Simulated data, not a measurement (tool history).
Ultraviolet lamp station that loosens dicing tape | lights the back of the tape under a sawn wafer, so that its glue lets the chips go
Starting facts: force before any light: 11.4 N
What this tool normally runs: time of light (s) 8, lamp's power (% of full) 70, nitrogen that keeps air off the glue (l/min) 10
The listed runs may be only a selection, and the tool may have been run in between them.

| run | hour | time of light (s) | lamp's power (% of full) | nitrogen that keeps air off the glue (l/min) | force that peels the tape off (N) | light that reached the tape (mJ/cm²) |
|---|---|---|---|---|---|---|
| 1 | 0 | 8 | 70 | 10 | 0.265 | 401 |
| 2 | 36.3 | 8 | 70 | 10 | 0.249 | 394 |
| 3 | 67.2 | 8 | 70 | 10 | 0.255 | 400 |
| 4 | 99.2 | 8 | 70 | 10 | 0.265 | 399 |
| 5 | 130.7 | 8 | 70 | 10 | 0.255 | 399 |
| 6 | 165.1 | 8 | 70 | 10 | 0.26 | 400 |
| 7 | 189.5 | 8 | 70 | 10 | 0.256 | 395 |
| 8 | 227.1 | 8 | 70 | 10 | 0.259 | 400 |
| 9 | 258.9 | 8 | 70 | 10 | 0.256 | 400 |
| 10 | 293.7 | 8 | 70 | 10 | 0.237 | 398 |
| 11 | 312.4 | 8 | 70 | 10 | 0.256 | 400 |
| 12 | 338.7 | 8 | 86 | 13 | 0.148 | 492 |
| 13 | 365 | 8 | 71 | 13 | 0.221 | 409 |
| 14 | 400.6 | 8 | 71 | 5 | 0.394 | 406 |
| 15 | 424.7 | 8 | 70 | 7 | 0.315 | 395 |
| 16 | 460.3 | 8 | 70 | 7 | 0.329 | 400 |
| 17 | 493.4 | 8 | 90 | 10 | 0.158 | 514 |
| 18 | 519.7 | 10 | 70 | 10 | 0.167 | 501 |
| 19 | 552.7 | 10 | 70 | 10 | 0.162 | 496 |
| 20 | 570.3 | 15 | 74 | 19 | 0.105 | 792 |
| 21 | 609.7 | 15 | 70 | 19 | 0.11 | 749 |
| 22 | 632.9 | 15 | 70 | 10 | 0.109 | 741 |

Missing from the log above: 1 entry noted between runs. For each, name the pair of listed runs it sits between and say how the tool's hidden condition differs from the listed run just before to the listed run just after:
Runs 1 to 2: lamp changed (hour 3.3)
  lamp's light, % of a new lamp's: 99.8 -> 100
